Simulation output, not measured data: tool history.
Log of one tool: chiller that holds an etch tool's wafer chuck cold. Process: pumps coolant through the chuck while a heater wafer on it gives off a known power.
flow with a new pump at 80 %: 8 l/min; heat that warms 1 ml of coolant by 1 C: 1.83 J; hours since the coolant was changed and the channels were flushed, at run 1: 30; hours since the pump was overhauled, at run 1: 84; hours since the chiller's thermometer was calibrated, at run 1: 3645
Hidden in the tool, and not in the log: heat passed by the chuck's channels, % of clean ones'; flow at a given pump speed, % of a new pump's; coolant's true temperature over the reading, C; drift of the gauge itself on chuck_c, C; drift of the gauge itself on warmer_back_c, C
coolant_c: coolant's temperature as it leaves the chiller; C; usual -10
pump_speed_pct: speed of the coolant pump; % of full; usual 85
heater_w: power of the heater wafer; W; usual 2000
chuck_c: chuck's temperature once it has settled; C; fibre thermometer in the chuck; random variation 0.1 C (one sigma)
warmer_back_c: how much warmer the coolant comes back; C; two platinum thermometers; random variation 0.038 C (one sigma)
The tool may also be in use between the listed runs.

| run | day | coolant_c | pump_speed_pct | heater_w | hours since the coolant was changed and the channels were flushed | hours since the pump was overhauled | hours since the chiller's thermometer was calibrated | chuck_c | warmer_back_c |
|---|---|---|---|---|---|---|---|---|---|
| 1 | 0 | -10 | 85 | 2000 | 30 | 84 | 3645 | 3.1 | 7.75 |
| 2 | 6.058 | -19 | 85 | 2000 | 175 | 230 | 3791 | -6 | 7.76 |
| 3 | 13.983 | -10 | 85 | 2499 | 365 | 420 | 3981 | 6.6 | 9.74 |
| 4 | 18.821 | -10 | 85 | 2499 | 482 | 536 | 4097 | 6.4 | 9.73 |
| 5 | 28.083 | -10 | 85 | 1945 | 704 | 758 | 4319 | 2.8 | 7.52 |
| 6 | 33.358 | -10 | 85 | 1945 | 830 | 885 | 4446 | 2.8 | 7.56 |
| 7 | 41.962 | -7 | 85 | 1945 | 1037 | 1091 | 4652 | 5.6 | 7.59 |
|  | 48.242 | chiller's thermometer calibrated |
| 8 | 49.129 | -7 | 85 | 1945 | 1208 | 1262 | 21 | 6.3 | 7.62 |
| 9 | 55.804 | -10 | 85 | 2000 | 1368 | 1423 | 182 | 3.8 | 7.84 |
| 10 | 60.908 | -10 | 85 | 2000 | 1491 | 1545 | 304 | 3.5 | 7.83 |
| 11 | 68.979 | -10 | 85 | 2000 | 1684 | 1739 | 498 | 3.8 | 7.86 |
| 12 | 77.929 | -10 | 85 | 2000 | 1899 | 1954 | 713 | 3.7 | 7.89 |
|  | 78.617 | coolant pump overhauled |
| 13 | 83.492 | -10 | 85 | 2000 | 2028 | 117 | 841 | 3.9 | 7.92 |
| 14 | 88.596 | -10 | 85 | 2000 | 2150 | 239 | 964 | 3.9 | 7.96 |
| 15 | 94.871 | -10 | 85 | 2000 | 2301 | 390 | 1114 | 4.1 | 7.96 |
| 16 | 102.325 | -10 | 85 | 2000 | 2480 | 569 | 1293 | 3.9 | 7.98 |
|  | 103.783 | coolant pump overhauled, once more |
| 17 | 109.879 | -10 | 61 | 2162 | 2656 | 146 | 1469 | 8.7 | 11.68 |
| 18 | 116.492 | -17 | 61 | 2162 | 2815 | 305 | 1628 | 1.8 | 11.65 |
| 19 | 122.404 | -12 | 90 | 2323 | 2956 | 447 | 1770 | 3 | 8.5 |
| 20 | 126.204 | -12 | 90 | 2323 | 3048 | 538 | 1861 | 3.2 | 8.47 |
| 21 | 132.038 | -12 | 96 | 2323 | 3188 | 678 | 2001 | 2.5 | 8.07 |
| 22 | 141.354 | -12 | 96 | 2323 | 3411 | 902 | 2225 | 2.5 | 8.01 |
| 23 | 145.971 | -4 | 82 | 2000 | 3522 | 1012 | 2335 | 10.1 | 8.15 |
| 24 | 154.275 | -11 | 78 | 1651 | 3721 | 1212 | 2535 | 0.9 | 7.06 |
| 25 | 159.708 | -11 | 78 | 1651 | 3852 | 1342 | 2665 | 1 | 7.08 |
| 26 | 165.421 | -11 | 90 | 1041 | 3989 | 1479 | 2802 | -4.2 | 3.83 |
| 27 | 172.108 | -11 | 82 | 1666 | 4149 | 1640 | 2963 | 0.7 | 6.73 |
| 28 | 177.154 | -10 | 86 | 1719 | 4271 | 1761 | 3084 | 1.7 | 6.65 |
| 29 | 184.579 | -2 | 85 | 2136 | 4449 | 1939 | 3262 | 12.8 | 8.44 |
| 30 | 190.996 | -18 | 90 | 1899 | 4603 | 2093 | 3416 | -5.6 | 7.02 |
| 31 | 198.642 | -19 | 90 | 1899 | 4786 | 2277 | 3600 | -6.7 | 7.07 |

The same runs without the tool's hidden state, with the same run-to-run variation:
| run | chuck_c | warmer_back_c |
|---|---|---|
| 1 | 3.4 | 7.72 |
| 2 | -5.7 | 7.73 |
| 3 | 6.9 | 9.68 |
| 4 | 6.7 | 9.66 |
| 5 | 3.1 | 7.45 |
| 6 | 3 | 7.48 |
| 7 | 5.9 | 7.5 |
| 8 | 6 | 7.52 |
| 9 | 3.4 | 7.72 |
| 10 | 3.2 | 7.7 |
| 11 | 3.4 | 7.72 |
| 12 | 3.3 | 7.73 |
| 13 | 3.4 | 7.66 |
| 14 | 3.4 | 7.69 |
| 15 | 3.5 | 7.68 |
| 16 | 3.4 | 7.69 |
| 17 | 8.4 | 11.67 |
| 18 | 1.4 | 11.62 |
| 19 | 2.8 | 8.47 |
| 20 | 2.9 | 8.43 |
| 21 | 2.2 | 8.03 |
| 22 | 2.2 | 7.94 |
| 23 | 9.8 | 8.07 |
| 24 | 0.6 | 6.98 |
| 25 | 0.8 | 6.99 |
| 26 | -4.2 | 3.77 |
| 27 | 0.5 | 6.63 |
| 28 | 1.4 | 6.55 |
| 29 | 12.4 | 8.29 |
| 30 | -5.9 | 6.89 |
| 31 | -7 | 6.91 |
